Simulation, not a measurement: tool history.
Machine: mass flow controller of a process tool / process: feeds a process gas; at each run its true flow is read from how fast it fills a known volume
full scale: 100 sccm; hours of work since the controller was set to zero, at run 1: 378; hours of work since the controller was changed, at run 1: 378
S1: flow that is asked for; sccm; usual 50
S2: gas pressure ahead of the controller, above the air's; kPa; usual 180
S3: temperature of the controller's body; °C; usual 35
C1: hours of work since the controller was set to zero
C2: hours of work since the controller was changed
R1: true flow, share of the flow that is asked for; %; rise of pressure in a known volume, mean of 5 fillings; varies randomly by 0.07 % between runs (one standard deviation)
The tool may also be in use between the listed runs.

run 1 hour=0 | S1=50 S2=180 S3=35 | C1=378 C2=378 | R1=98.73
run 2 hour=131.8 | S1=50 S2=180 S3=35 | C1=433 C2=433 | R1=98.77
run 3 hour=236.6 | S1=41 S2=180 S3=35 | C1=477 C2=477 | R1=98.43
run 4 hour=459.3 | S1=41 S2=180 S3=35 | C1=570 C2=570 | R1=98.16
run 5 hour=648.3 | S1=41 S2=180 S3=35 | C1=649 C2=649 | R1=98.12
run 6 hour=794.7 | S1=41 S2=180 S3=30 | C1=711 C2=711 | R1=97.94
run 7 hour=892.5 | S1=41 S2=180 S3=30 | C1=752 C2=752 | R1=97.89
run 8 hour=1081.6 | S1=50 S2=277 S3=35 | C1=831 C2=831 | R1=97.78
run 9 hour=1310.5 | S1=50 S2=267 S3=35 | C1=926 C2=926 | R1=97.67
run 10 hour=1493.6 | S1=50 S2=180 S3=30 | C1=1003 C2=1003 | R1=97.73
run 11 hour=1674.1 | S1=50 S2=180 S3=32 | C1=1078 C2=1078 | R1=97.73
run 12 hour=1911.6 | S1=50 S2=180 S3=32 | C1=1178 C2=1178 | R1=97.65
-- hour=1981.2 gauge calibrated
run 13 hour=2040.1 | S1=50 S2=180 S3=32 | C1=1231 C2=1231 | R1=98.85
run 14 hour=2238.1 | S1=50 S2=180 S3=35 | C1=1314 C2=1314 | R1=98.79
run 15 hour=2359.6 | S1=50 S2=180 S3=35 | C1=1365 C2=1365 | R1=98.63
run 16 hour=2462.4 | S1=50 S2=180 S3=35 | C1=1408 C2=1408 | R1=98.38
run 17 hour=2566.2 | S1=50 S2=180 S3=35 | C1=1451 C2=1451 | R1=98.56
run 18 hour=2695 | S1=50 S2=180 S3=35 | C1=1505 C2=1505 | R1=98.48
run 19 hour=2917.8 | S1=50 S2=180 S3=35 | C1=1598 C2=1598 | R1=98.2
run 20 hour=3111.6 | S1=50 S2=180 S3=35 | C1=1679 C2=1679 | R1=98.1
run 21 hour=3207.6 | S1=50 S2=180 S3=35 | C1=1720 C2=1720 | R1=98.15
run 22 hour=3383.2 | S1=50 S2=180 S3=35 | C1=1793 C2=1793 | R1=98.07
run 23 hour=3558.5 | S1=50 S2=215 S3=35 | C1=1866 C2=1866 | R1=97.78
run 24 hour=3787.4 | S1=50 S2=215 S3=35 | C1=1962 C2=1962 | R1=97.51
run 25 hour=3985.5 | S1=51 S2=180 S3=25 | C1=2045 C2=2045 | R1=97.36
run 26 hour=4102.5 | S1=58 S2=265 S3=26 | C1=2094 C2=2094 | R1=97.23
run 27 hour=4286 | S1=11 S2=146 S3=25 | C1=2170 C2=2170 | R1=96.44
run 28 hour=4418.2 | S1=11 S2=146 S3=25 | C1=2226 C2=2226 | R1=96.27
run 29 hour=4530.4 | S1=27 S2=180 S3=20 | C1=2273 C2=2273 | R1=96.44
run 30 hour=4751.4 | S1=23 S2=153 S3=28 | C1=2365 C2=2365 | R1=96.22
run 31 hour=4918.1 | S1=45 S2=250 S3=28 | C1=2435 C2=2435 | R1=96.48
run 32 hour=5066.6 | S1=22 S2=180 S3=28 | C1=2497 C2=2497 | R1=96.12
run 33 hour=5178.1 | S1=78 S2=252 S3=20 | C1=2544 C2=2544 | R1=97.04
run 34 hour=5371.5 | S1=33 S2=153 S3=24 | C1=2624 C2=2624 | R1=96.15
run 35 hour=5526 | S1=15 S2=168 S3=28 | C1=2689 C2=2689 | R1=95.6
run 36 hour=5691.2 | S1=15 S2=256 S3=26 | C1=2758 C2=2758 | R1=95.01
run 37 hour=5884.9 | S1=50 S2=179 S3=27 | C1=2839 C2=2839 | R1=96.32
run 38 hour=5987.8 | S1=61 S2=180 S3=32 | C1=2882 C2=2882 | R1=96.8
-- hour=6019.1 gauge calibrated
run 39 hour=6183.4 | S1=18 S2=180 S3=38 | C1=2964 C2=2964 | R1=97.93
run 40 hour=6328.1 | S1=50 S2=180 S3=22 | C1=3024 C2=3024 | R1=98.24
run 41 hour=6520.4 | S1=50 S2=180 S3=22 | C1=3105 C2=3105 | R1=98.23
run 42 hour=6702.4 | S1=50 S2=180 S3=22 | C1=3181 C2=3181 | R1=98.23
run 43 hour=6813.7 | S1=48 S2=268 S3=22 | C1=3227 C2=3227 | R1=97.66
run 44 hour=6959.5 | S1=10 S2=180 S3=35 | C1=3288 C2=3288 | R1=97.07
run 45 hour=7122.4 | S1=43 S2=141 S3=39 | C1=3357 C2=3357 | R1=98.17
run 46 hour=7352.5 | S1=50 S2=214 S3=35 | C1=3453 C2=3453 | R1=97.91
run 47 hour=7492.8 | S1=11 S2=146 S3=33 | C1=3511 C2=3511 | R1=96.91
run 48 hour=7623.3 | S1=34 S2=175 S3=22 | C1=3566 C2=3566 | R1=97.12

Per-run results on a tool with no hidden state, each run keeping its own random variation:
The hidden state here: flow at rest that the sensor doesn't see, % of full scale; true flow over the shown one, %; drift of the gauge itself on true_pct, %.
run=1 R1=98.73
run=2 R1=98.85
run=3 R1=98.57
run=4 R1=98.43
run=5 R1=98.51
run=6 R1=98.41
run=7 R1=98.42
run=8 R1=98.42
run=9 R1=98.45
run=10 R1=98.62
run=11 R1=98.73
run=12 R1=98.8
run=13 R1=98.88
run=14 R1=98.95
run=15 R1=98.86
run=16 R1=98.67
run=17 R1=98.91
run=18 R1=98.91
run=19 R1=98.76
run=20 R1=98.78
run=21 R1=98.89
run=22 R1=98.91
run=23 R1=98.73
run=24 R1=98.59
run=25 R1=98.56
run=26 R1=98.49
run=27 R1=97.82
run=28 R1=97.73
run=29 R1=97.95
run=30 R1=97.87
run=31 R1=98.23
run=32 R1=97.96
run=33 R1=98.96
run=34 R1=98.17
run=35 R1=97.71
run=36 R1=97.21
run=37 R1=98.66
run=38 R1=99.21
run=39 R1=98.04
run=40 R1=98.43
run=41 R1=98.53
run=42 R1=98.64
run=43 R1=98.13
run=44 R1=97.65
run=45 R1=98.84
run=46 R1=98.71
run=47 R1=97.8
run=48 R1=98.08

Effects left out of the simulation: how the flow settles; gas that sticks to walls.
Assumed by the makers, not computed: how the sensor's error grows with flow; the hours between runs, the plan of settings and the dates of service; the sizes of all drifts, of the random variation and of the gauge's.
